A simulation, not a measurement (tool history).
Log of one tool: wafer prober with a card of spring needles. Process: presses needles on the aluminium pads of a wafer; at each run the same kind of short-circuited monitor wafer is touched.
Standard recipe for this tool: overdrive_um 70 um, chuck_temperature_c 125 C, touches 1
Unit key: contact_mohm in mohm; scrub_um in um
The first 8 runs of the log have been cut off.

| run | hour | overdrive_um | chuck_temperature_c | touches | contact_mohm | scrub_um |
|---|---|---|---|---|---|---|
|  | 146.0 | tips cleaned on abrasive film |
| 9 | 155.3 | 70 | 125 | 1 | 158 | 15.43 |
|  | 157.9 | tips cleaned on abrasive film |
|  | 168.4 | tips cleaned on abrasive film |
| 10 | 169.5 | 64 | 125 | 1 | 156 | 13.99 |
|  | 179.1 | tips cleaned on abrasive film |
| 11 | 183.2 | 64 | 125 | 1 | 160 | 13.96 |
|  | 189.6 | tips cleaned on abrasive film |
|  | 192.2 | height of the first contact set anew, once more |
| 12 | 196.0 | 64 | 125 | 1 | 158 | 14.55 |
|  | 199.9 | tips cleaned on abrasive film |
|  | 210.1 | tips cleaned on abrasive film |
| 13 | 217.1 | 70 | 125 | 2 | 155 | 15.94 |
|  | 221.4 | tips cleaned on abrasive film |
|  | 231.7 | tips cleaned on abrasive film |
| 14 | 241.1 | 70 | 125 | 1 | 162 | 15.91 |
|  | 242.7 | tips cleaned on abrasive film |
|  | 252.8 | tips cleaned on abrasive film |
| 15 | 255.7 | 70 | 125 | 1 | 156 | 15.83 |
|  | 263.5 | tips cleaned on abrasive film |
| 16 | 272.1 | 75 | 82 | 1 | 154 | 16.97 |
|  | 273.4 | tips cleaned on abrasive film |
|  | 284.2 | tips cleaned on abrasive film |
|  | 295.5 | tips cleaned on abrasive film |
| 17 | 298.7 | 51 | 123 | 1 | 163 | 11.40 |
|  | 305.6 | tips cleaned on abrasive film |
|  | 315.5 | tips cleaned on abrasive film |
| 18 | 320.4 | 57 | 41 | 3 | 145 | 12.83 |
|  | 326.8 | tips cleaned on abrasive film |
|  | 338.3 | tips cleaned on abrasive film |
| 19 | 347.3 | 57 | 90 | 3 | 154 | 12.70 |
|  | 349.5 | tips cleaned on abrasive film |
|  | 360.3 | tips cleaned on abrasive film |
|  | 363.0 | height of the first contact set anew |
|  | 371.3 | tips cleaned on abrasive film |
| 20 | 375.5 | 70 | 48 | 1 | 144 | 16.00 |
|  | 381.4 | tips cleaned on abrasive film |
|  | 391.8 | tips cleaned on abrasive film |
| 21 | 391.8 | 77 | 25 | 2 | 138 | 17.48 |
|  | 403.3 | tips cleaned on abrasive film |
| 22 | 404.3 | 70 | 125 | 2 | 155 | 15.93 |
|  | 415.2 | tips cleaned on abrasive film |
|  | 426.7 | tips cleaned on abrasive film |
| 23 | 429.5 | 76 | 78 | 1 | 148 | 17.25 |
|  | 437.2 | tips cleaned on abrasive film |
|  | 447.9 | tips cleaned on abrasive film |
| 24 | 450.4 | 88 | 125 | 3 | 153 | 19.98 |
|  | 457.8 | tips cleaned on abrasive film |
|  | 468.6 | tips cleaned on abrasive film |
| 25 | 475.0 | 62 | 76 | 1 | 157 | 13.98 |
|  | 478.9 | tips cleaned on abrasive film |
|  | 489.7 | tips cleaned on abrasive film |
|  | 501.2 | tips cleaned on abrasive film |
| 26 | 503.6 | 73 | 27 | 2 | 136 | 16.32 |
|  | 511.9 | tips cleaned on abrasive film |
|  | 521.7 | tips cleaned on abrasive film |
| 27 | 529.0 | 82 | 49 | 1 | 148 | 18.45 |
|  | 532.3 | tips cleaned on abrasive film |
|  | 532.6 | height of the first contact set anew |
|  | 544.0 | tips cleaned on abrasive film |
|  | 554.3 | tips cleaned on abrasive film |
| 28 | 557.4 | 70 | 29 | 1 | 141 | 15.87 |
|  | 564.3 | tips cleaned on abrasive film |
| 29 | 572.7 | 53 | 38 | 1 | 157 | 12.02 |
|  | 574.9 | tips cleaned on abrasive film |
|  | 584.9 | tips cleaned on abrasive film |
| 30 | 588.3 | 53 | 38 | 1 | 149 | 12.00 |

What if the next run were any one of these 3? Each begins from the tool's condition after run 30:
|  | 595.9 | tips cleaned on abrasive film |
|  | 606.7 | tips cleaned on abrasive film |
| A | 616.3 | 66 | 38 | 3 | ? | ? |
|  | 595.9 | tips cleaned on abrasive film |
|  | 606.7 | tips cleaned on abrasive film |
| B | 616.3 | 73 | 28 | 2 | ? | ? |
|  | 595.9 | tips cleaned on abrasive film |
|  | 606.7 | tips cleaned on abrasive film |
| C | 616.3 | 88 | 43 | 1 | ? | ? |

| run | contact_mohm | scrub_um |
|---|---|---|
| A | 142 | 14.88 |
| B | 143 | 16.56 |
| C | 144 | 19.98 |
What these runs would have given with no unlogged condition in the tool:
| run | contact_mohm | scrub_um |
|---|---|---|
| A | 137 | 15.02 |
| B | 136 | 16.71 |
| C | 137 | 20.12 |

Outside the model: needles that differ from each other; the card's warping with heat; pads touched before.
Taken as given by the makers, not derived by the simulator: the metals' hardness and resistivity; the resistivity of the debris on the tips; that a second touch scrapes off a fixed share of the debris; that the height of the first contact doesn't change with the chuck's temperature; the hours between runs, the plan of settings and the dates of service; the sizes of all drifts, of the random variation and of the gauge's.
